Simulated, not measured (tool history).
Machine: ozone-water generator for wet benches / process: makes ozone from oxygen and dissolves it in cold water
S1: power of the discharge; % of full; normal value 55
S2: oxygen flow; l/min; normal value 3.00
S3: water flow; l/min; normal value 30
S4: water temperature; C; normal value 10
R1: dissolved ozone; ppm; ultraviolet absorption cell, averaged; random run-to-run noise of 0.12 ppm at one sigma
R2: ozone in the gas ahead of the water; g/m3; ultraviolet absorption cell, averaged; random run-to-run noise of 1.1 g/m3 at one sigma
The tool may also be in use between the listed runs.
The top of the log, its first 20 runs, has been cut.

run 21 hour=2277.5 | S1=55 S2=4.67 S3=36 S4=10 | R1=9.8 R2=139.9
run 22 hour=2354.6 | S1=55 S2=4.67 S3=36 S4=8 | R1=10.1 R2=139.9
run 23 hour=2433.7 | S1=55 S2=4.67 S3=36 S4=8 | R1=10.3 R2=140.8
run 24 hour=2598.8 | S1=89 S2=3.00 S3=30 S4=11 | R1=17.8 R2=287.3
run 25 hour=2738.4 | S1=89 S2=3.00 S3=30 S4=11 | R1=17.5 R2=288.5
run 26 hour=2872.0 | S1=55 S2=3.20 S3=30 S4=10 | R1=12.1 R2=180.6
run 27 hour=2983.3 | S1=55 S2=1.88 S3=41 S4=10 | R1=7.3 R2=255.5
run 28 hour=3084.7 | S1=55 S2=4.03 S3=32 S4=17 | R1=10.7 R2=153.7
run 29 hour=3209.3 | S1=55 S2=4.03 S3=32 S4=17 | R1=10.7 R2=155.9
run 30 hour=3349.0 | S1=84 S2=3.05 S3=33 S4=14 | R1=14.9 R2=270.6
run 31 hour=3466.5 | S1=84 S2=3.05 S3=33 S4=14 | R1=15.0 R2=272.5
run 32 hour=3568.8 | S1=55 S2=2.99 S3=25 S4=10 | R1=13.8 R2=188.2

Consider 3 possible next runs. They are alternatives, not a sequence: every one starts from the tool as it was left by run 32. What does each give?
run A hour=3707.9 | S1=55 S2=3.00 S3=30 S4=13 | R1=? R2=?
run B hour=3707.9 | S1=55 S2=2.20 S3=30 S4=7 | R1=? R2=?
run C hour=3707.9 | S1=55 S2=3.54 S3=30 S4=10 | R1=? R2=?

run=A R1=11.3 R2=188.1
run=B R1=11.1 R2=232.7
run=C R1=11.8 R2=169.5
Stripped of hidden state, with their random variation kept, the same runs would have yielded:
run=A R1=11.3 R2=188.4
run=B R1=11.1 R2=233.0
run=C R1=11.8 R2=169.7

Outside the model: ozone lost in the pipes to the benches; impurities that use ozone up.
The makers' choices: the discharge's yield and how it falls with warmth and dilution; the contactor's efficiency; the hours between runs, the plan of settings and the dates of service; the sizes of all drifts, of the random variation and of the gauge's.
